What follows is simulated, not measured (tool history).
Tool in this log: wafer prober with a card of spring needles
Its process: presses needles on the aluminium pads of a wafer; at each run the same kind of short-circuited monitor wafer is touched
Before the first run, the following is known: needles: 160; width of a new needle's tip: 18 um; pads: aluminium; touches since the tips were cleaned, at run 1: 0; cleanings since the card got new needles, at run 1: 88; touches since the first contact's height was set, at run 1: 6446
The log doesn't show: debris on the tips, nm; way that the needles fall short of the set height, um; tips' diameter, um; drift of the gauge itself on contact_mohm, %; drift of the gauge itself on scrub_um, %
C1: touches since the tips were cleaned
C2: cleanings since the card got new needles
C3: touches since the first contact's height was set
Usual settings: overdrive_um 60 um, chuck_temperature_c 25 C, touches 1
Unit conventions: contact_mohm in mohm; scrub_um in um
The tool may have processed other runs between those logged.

Run 1, hour 0: usual settings; C1 0; C2 88; C3 6446. Result: contact_mohm 274 mohm, scrub_um 7.381 um.
At hour 18: tips cleaned on abrasive film.
At hour 35.6: tips cleaned on abrasive film.
Run 2, hour 44.5: usual settings; C1 4310; C2 90; C3 27907. Result: contact_mohm 274 mohm, scrub_um 7.379 um.
At hour 52.8: tips cleaned on abrasive film.
At hour 71.5: tips cleaned on abrasive film.
Run 3, hour 74.7: usual settings; C1 1563; C2 92; C3 42441. Result: contact_mohm 279 mohm, scrub_um 7.362 um.
At hour 88.9: tips cleaned on abrasive film.
Run 4, hour 94.1: usual settings; C1 2524; C2 93; C3 51791. Result: contact_mohm 277 mohm, scrub_um 7.362 um.
At hour 108.5: tips cleaned on abrasive film.
At hour 128.2: tips cleaned on abrasive film.
Run 5, hour 137.8: usual settings; C1 4652; C2 95; C3 72850. Result: contact_mohm 282 mohm, scrub_um 7.356 um.
At hour 146.6: tips cleaned on abrasive film.
At hour 157.9: height of the first contact set anew.
At hour 165.2: tips cleaned on abrasive film.
Run 6, hour 170.1: usual settings; C1 2361; C2 97; C3 5862. Result: contact_mohm 278 mohm, scrub_um 7.36 um.
At hour 184: tips cleaned on abrasive film.
At hour 200.8: tips cleaned on abrasive film.
Run 7, hour 209.4: usual settings but overdrive_um 43 um; C1 4144; C2 99; C3 24787. Result: contact_mohm 284 mohm, scrub_um 5.265 um.
At hour 219.3: tips cleaned on abrasive film.
At hour 237.5: tips cleaned on abrasive film.
At hour 255.4: tips cleaned on abrasive film.
Run 8, hour 255.8: usual settings but overdrive_um 43 um; C1 199; C2 102; C3 47109. Result: contact_mohm 283 mohm, scrub_um 5.258 um.
At hour 275.5: tips cleaned on abrasive film.
At hour 293.2: tips cleaned on abrasive film.
Run 9, hour 294.5: usual settings but chuck_temperature_c 109 C; C1 613; C2 104; C3 65750. Result: contact_mohm 307 mohm, scrub_um 7.344 um.
At hour 310.8: tips cleaned on abrasive film.
At hour 327.6: tips cleaned on abrasive film.
At hour 327.9: height of the first contact set anew.
Run 10, hour 331.7: usual settings but touches 2; C1 1866; C2 106; C3 1866. Result: contact_mohm 276 mohm, scrub_um 7.342 um.
At hour 346.8: tips cleaned on abrasive film.
Run 11, hour 351.6: usual settings; C1 2358; C2 107; C3 11461. Result: contact_mohm 278 mohm, scrub_um 7.335 um.
At hour 366.3: tips cleaned on abrasive film.
Run 12, hour 373.8: usual settings; C1 3590; C2 108; C3 22129. Result: contact_mohm 280 mohm, scrub_um 7.333 um.
At hour 384.5: tips cleaned on abrasive film.
At hour 404.7: tips cleaned on abrasive film.
Run 13, hour 405.1: usual settings; C1 214; C2 110; C3 37214. Result: contact_mohm 274 mohm, scrub_um 7.328 um.
At hour 422.1: tips cleaned on abrasive film.
Run 14, hour 426.4: usual settings; C1 2072; C2 111; C3 47483. Result: contact_mohm 280 mohm, scrub_um 7.322 um.
At hour 437.1: gauge calibrated.
At hour 440.6: tips cleaned on abrasive film.
At hour 459.4: tips cleaned on abrasive film.
Run 15, hour 466.9: usual settings; C1 3604; C2 113; C3 66975. Result: contact_mohm 276 mohm, scrub_um 7.366 um.
At hour 477: tips cleaned on abrasive film.
At hour 495.8: tips cleaned on abrasive film.
At hour 500.2: height of the first contact set anew.
Run 16, hour 501.5: usual settings but overdrive_um 42 um, chuck_temperature_c 59 C, touches 2; C1 2635; C2 115; C3 656. Result: contact_mohm 298 mohm, scrub_um 5.155 um.
At hour 514.2: tips cleaned on abrasive film.
At hour 530.9: tips cleaned on abrasive film.
Run 17, hour 539.3: usual settings but overdrive_um 72 um, chuck_temperature_c 59 C, touches 2; C1 4080; C2 117; C3 18867. Result: contact_mohm 287 mohm, scrub_um 8.831 um.
At hour 549.1: tips cleaned on abrasive film.
At hour 568.4: tips cleaned on abrasive film.
Run 18, hour 569.1: usual settings but overdrive_um 52 um, chuck_temperature_c 107 C, touches 3; C1 311; C2 119; C3 33166. Result: contact_mohm 309 mohm, scrub_um 6.378 um.
At hour 586.7: tips cleaned on abrasive film.
At hour 606.7: tips cleaned on abrasive film.
Run 19, hour 613.1: usual settings but overdrive_um 40 um, chuck_temperature_c 110 C; C1 3106; C2 121; C3 54417. Result: contact_mohm 318 mohm, scrub_um 4.903 um.
At hour 625.5: tips cleaned on abrasive film.
At hour 644.4: tips cleaned on abrasive film.
Run 20, hour 651.1: usual settings but overdrive_um 40 um, chuck_temperature_c 110 C; C1 3218; C2 123; C3 72691. Result: contact_mohm 316 mohm, scrub_um 4.899 um.

The next listed run, before its measurement:
At hour 662.3: tips cleaned on abrasive film.
At hour 670: height of the first contact set anew.
At hour 681.4: tips cleaned on abrasive film.
Run 21, hour 692.8: usual settings but overdrive_um 68 um, chuck_temperature_c 63 C; C1 5529; C2 125; C3 10989. Result: contact_mohm ?, scrub_um ?.

{"run 21": {"contact_mohm": 288, "scrub_um": 8.322}}
If the tool had no hidden condition, the same run with the same run-to-run variation would have returned contact_mohm 288 mohm, scrub_um 8.354 um.
